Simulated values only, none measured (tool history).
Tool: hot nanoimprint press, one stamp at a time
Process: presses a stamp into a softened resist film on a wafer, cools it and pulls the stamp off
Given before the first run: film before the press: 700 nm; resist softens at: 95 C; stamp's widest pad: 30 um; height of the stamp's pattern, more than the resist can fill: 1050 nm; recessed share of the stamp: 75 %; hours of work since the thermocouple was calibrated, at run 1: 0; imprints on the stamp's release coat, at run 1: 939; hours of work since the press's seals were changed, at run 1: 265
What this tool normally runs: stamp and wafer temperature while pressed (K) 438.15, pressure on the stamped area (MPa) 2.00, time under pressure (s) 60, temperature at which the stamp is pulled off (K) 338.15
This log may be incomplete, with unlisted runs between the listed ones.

run	day	stamp and wafer temperature while pressed (K)	pressure on the stamped area (MPa)	time under pressure (s)	temperature at which the stamp is pulled off (K)	hours of work since the thermocouple was calibrated	imprints on the stamp's release coat	hours of work since the press's seals were changed	resist left under the stamp's widest pad (nm)	greatest force while the stamp is pulled off (N)
1	0.000	438.15	2.00	60	338.15	0	939	265	324.5	124
2	1.396	438.15	2.00	88	338.15	20	1087	285	280.8	131
# day 3.817: stamp cleaned and given a new release coat
3	3.850	438.15	2.00	88	338.15	53	3	317	280.1	116
4	5.758	438.15	2.00	88	338.15	81	206	345	276.9	116
5	8.079	438.15	2.00	88	338.15	115	452	379	275.4	121
6	10.567	438.15	2.00	88	338.15	151	715	416	270.5	121
7	12.812	438.15	2.00	60	338.15	184	953	449	311.8	130
8	14.646	447.15	2.00	60	338.15	211	1148	476	210.5	133
9	15.867	447.15	2.00	60	338.15	229	1277	493	208.3	142
# day 16.342: stamp cleaned and given a new release coat
10	18.162	438.15	2.00	60	338.15	259	194	523	311.4	115
11	20.183	438.15	2.00	60	338.15	288	408	553	307.5	120
12	21.812	438.15	2.00	60	338.15	312	580	577	309.2	125
# day 23.562: press's hydraulic seals changed and the load cell set to zero
13	23.679	438.15	2.00	60	338.15	335	743	2	304.1	123
# day 23.954: plate thermocouple calibrated
14	25.475	438.15	2.00	60	336.15	22	920	26	289.1	130
15	27.642	438.15	2.00	60	336.15	54	1149	58	286.8	129
# day 28.521: plate thermocouple calibrated, once more
# day 29.629: stamp cleaned and given a new release coat
16	29.662	432.15	2.00	46	338.15	13	4	82	455.5	112
17	32.046	432.15	2.00	46	338.15	48	257	117	447.0	123
18	34.321	431.15	1.32	74	326.15	81	497	150	467.7	144
19	36.879	431.15	1.32	74	326.15	119	769	188	462.3	150
20	38.329	437.15	1.66	74	325.15	140	922	209	333.0	153
21	39.654	427.15	2.00	95	338.15	159	1063	228	435.4	131
22	41.196	427.15	2.31	95	336.15	182	1226	251	409.7	135
# day 42.317: stamp cleaned and given a new release coat
23	43.504	426.15	1.63	95	336.15	212	126	281	480.9	115
24	45.729	446.15	2.68	76	336.15	245	362	314	167.1	118
25	47.238	429.15	2.79	60	330.15	267	522	336	398.1	132
26	49.433	429.15	2.79	60	330.15	299	755	368	398.1	138
27	51.508	429.15	2.79	60	330.15	329	975	399	396.0	144
28	52.958	429.15	2.79	60	330.15	351	1128	420	387.6	142

Here are 3 independent what-if runs from the current tool condition. What would each one return?
A	54.400	439.15	2.79	55	340.15	372	1281	441	?	?
B	54.400	438.15	2.00	60	327.15	372	1281	441	?	?
C	54.400	446.15	2.79	49	328.15	372	1281	441	?	?

run	resist left under the stamp's widest pad (nm)	greatest force while the stamp is pulled off (N)
A	252.9	128
B	302.8	157
C	192.3	152
Without the tool's unlogged condition, the same runs would have read:
run	resist left under the stamp's widest pad (nm)	greatest force while the stamp is pulled off (N)
A	274.0	109
B	327.4	133
C	207.6	129
